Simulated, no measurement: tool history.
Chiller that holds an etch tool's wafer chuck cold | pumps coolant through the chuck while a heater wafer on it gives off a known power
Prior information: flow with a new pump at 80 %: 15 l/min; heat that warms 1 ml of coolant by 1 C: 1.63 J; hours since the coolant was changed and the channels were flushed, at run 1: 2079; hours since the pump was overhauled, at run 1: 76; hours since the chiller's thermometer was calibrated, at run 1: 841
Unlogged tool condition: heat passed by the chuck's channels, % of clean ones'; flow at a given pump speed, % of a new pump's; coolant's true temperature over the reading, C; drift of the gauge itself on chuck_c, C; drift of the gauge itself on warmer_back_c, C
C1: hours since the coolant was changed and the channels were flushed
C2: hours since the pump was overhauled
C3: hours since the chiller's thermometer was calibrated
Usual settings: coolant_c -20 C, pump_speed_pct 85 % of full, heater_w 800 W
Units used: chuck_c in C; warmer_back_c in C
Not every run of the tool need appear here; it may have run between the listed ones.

run 1 hour=0 | coolant_c=-20 pump_speed_pct=85 heater_w=800 | C1=2079 C2=76 C3=841 | chuck_c=-10.1 warmer_back_c=1.89
run 2 hour=20 | coolant_c=-20 pump_speed_pct=85 heater_w=800 | C1=2099 C2=96 C3=861 | chuck_c=-9.9 warmer_back_c=1.89
run 3 hour=47.9 | coolant_c=-20 pump_speed_pct=85 heater_w=800 | C1=2127 C2=124 C3=889 | chuck_c=-9.8 warmer_back_c=1.89
run 4 hour=75.4 | coolant_c=-20 pump_speed_pct=85 heater_w=800 | C1=2154 C2=151 C3=917 | chuck_c=-10.1 warmer_back_c=1.87
run 5 hour=91.2 | coolant_c=-20 pump_speed_pct=79 heater_w=800 | C1=2170 C2=167 C3=933 | chuck_c=-9.3 warmer_back_c=2.04
run 6 hour=108.9 | coolant_c=-20 pump_speed_pct=67 heater_w=800 | C1=2188 C2=185 C3=950 | chuck_c=-8.4 warmer_back_c=2.35
run 7 hour=127.6 | coolant_c=-20 pump_speed_pct=67 heater_w=800 | C1=2207 C2=203 C3=969 | chuck_c=-8.4 warmer_back_c=2.34
run 8 hour=155.1 | coolant_c=-20 pump_speed_pct=67 heater_w=800 | C1=2234 C2=231 C3=997 | chuck_c=-8.2 warmer_back_c=2.33
run 9 hour=178.3 | coolant_c=-20 pump_speed_pct=67 heater_w=800 | C1=2257 C2=254 C3=1020 | chuck_c=-8.4 warmer_back_c=2.3
run 10 hour=193 | coolant_c=-20 pump_speed_pct=67 heater_w=800 | C1=2272 C2=269 C3=1034 | chuck_c=-8.3 warmer_back_c=2.32
run 11 hour=218.9 | coolant_c=-20 pump_speed_pct=67 heater_w=800 | C1=2298 C2=295 C3=1060 | chuck_c=-8.3 warmer_back_c=2.42
run 12 hour=236.6 | coolant_c=-20 pump_speed_pct=85 heater_w=800 | C1=2316 C2=312 C3=1078 | chuck_c=-9.8 warmer_back_c=1.87
run 13 hour=260 | coolant_c=-20 pump_speed_pct=85 heater_w=800 | C1=2339 C2=336 C3=1101 | chuck_c=-9.6 warmer_back_c=1.87
run 14 hour=273.4 | coolant_c=-20 pump_speed_pct=85 heater_w=800 | C1=2352 C2=349 C3=1115 | chuck_c=-9.9 warmer_back_c=1.9
run 15 hour=291.8 | coolant_c=-20 pump_speed_pct=85 heater_w=800 | C1=2371 C2=368 C3=1133 | chuck_c=-9.7 warmer_back_c=1.86
run 16 hour=308.2 | coolant_c=-20 pump_speed_pct=85 heater_w=800 | C1=2387 C2=384 C3=1150 | chuck_c=-9.7 warmer_back_c=1.89
run 17 hour=325.1 | coolant_c=-13 pump_speed_pct=85 heater_w=655 | C1=2404 C2=401 C3=1167 | chuck_c=-4.8 warmer_back_c=1.53
run 18 hour=348.9 | coolant_c=-13 pump_speed_pct=85 heater_w=655 | C1=2428 C2=425 C3=1190 | chuck_c=-4.6 warmer_back_c=1.56
-- hour=356 coolant pump overhauled
run 19 hour=375.7 | coolant_c=-16 pump_speed_pct=64 heater_w=427 | C1=2450 C2=20 C3=1212 | chuck_c=-9.5 warmer_back_c=1.31
run 20 hour=405 | coolant_c=-19 pump_speed_pct=81 heater_w=645 | C1=2479 C2=49 C3=1241 | chuck_c=-10.6 warmer_back_c=1.61
run 21 hour=423.3 | coolant_c=-27 pump_speed_pct=61 heater_w=683 | C1=2497 C2=67 C3=1260 | chuck_c=-16.2 warmer_back_c=2.26
run 22 hour=448.3 | coolant_c=-20 pump_speed_pct=80 heater_w=407 | C1=2522 C2=92 C3=1285 | chuck_c=-14.4 warmer_back_c=1.01
run 23 hour=466.4 | coolant_c=-20 pump_speed_pct=69 heater_w=407 | C1=2540 C2=110 C3=1303 | chuck_c=-14 warmer_back_c=1.2
run 24 hour=481.3 | coolant_c=-10 pump_speed_pct=69 heater_w=405 | C1=2555 C2=125 C3=1318 | chuck_c=-3.9 warmer_back_c=1.21
-- hour=499.5 coolant pump overhauled, once more
run 25 hour=505.9 | coolant_c=-14 pump_speed_pct=73 heater_w=975 | C1=2575 C2=6 C3=1337 | chuck_c=-0.4 warmer_back_c=2.54
run 26 hour=532.8 | coolant_c=-14 pump_speed_pct=73 heater_w=975 | C1=2602 C2=33 C3=1364 | chuck_c=-0.3 warmer_back_c=2.56
run 27 hour=560 | coolant_c=-20 pump_speed_pct=91 heater_w=800 | C1=2629 C2=61 C3=1392 | chuck_c=-10.3 warmer_back_c=1.72
run 28 hour=579.4 | coolant_c=-20 pump_speed_pct=91 heater_w=800 | C1=2648 C2=80 C3=1411 | chuck_c=-10.3 warmer_back_c=1.71
run 29 hour=592.4 | coolant_c=-17 pump_speed_pct=66 heater_w=1096 | C1=2661 C2=93 C3=1424 | chuck_c=-0.5 warmer_back_c=3.29
run 30 hour=621.4 | coolant_c=-17 pump_speed_pct=66 heater_w=1096 | C1=2690 C2=122 C3=1453 | chuck_c=-0.6 warmer_back_c=3.22
run 31 hour=642.8 | coolant_c=-27 pump_speed_pct=85 heater_w=1144 | C1=2712 C2=143 C3=1474 | chuck_c=-12.5 warmer_back_c=2.68
run 32 hour=666.8 | coolant_c=-13 pump_speed_pct=61 heater_w=1155 | C1=2736 C2=167 C3=1498 | chuck_c=5.5 warmer_back_c=3.7

Each row is a separate what-if for the run after 32, all from the same tool condition, not one after another. Results?
run A hour=689.3 | coolant_c=-13 pump_speed_pct=66 heater_w=1155 | C1=2758 C2=190 C3=1521 | chuck_c=? warmer_back_c=?
run B hour=689.3 | coolant_c=-30 pump_speed_pct=96 heater_w=594 | C1=2758 C2=190 C3=1521 | chuck_c=? warmer_back_c=?
run C hour=689.3 | coolant_c=-24 pump_speed_pct=61 heater_w=1155 | C1=2758 C2=190 C3=1521 | chuck_c=? warmer_back_c=?
run D hour=689.3 | coolant_c=-14 pump_speed_pct=85 heater_w=800 | C1=2758 C2=190 C3=1521 | chuck_c=? warmer_back_c=?

run=A chuck_c=4.5 warmer_back_c=3.43
run=B chuck_c=-22.9 warmer_back_c=1.24
run=C chuck_c=-5.5 warmer_back_c=3.7
run=D chuck_c=-3.6 warmer_back_c=1.86
Take away the tool's hidden state, keep each run's random variation, and the runs would have read:
run=A chuck_c=2.6 warmer_back_c=3.44
run=B chuck_c=-23.6 warmer_back_c=1.24
run=C chuck_c=-7.5 warmer_back_c=3.71
run=D chuck_c=-4.7 warmer_back_c=1.86
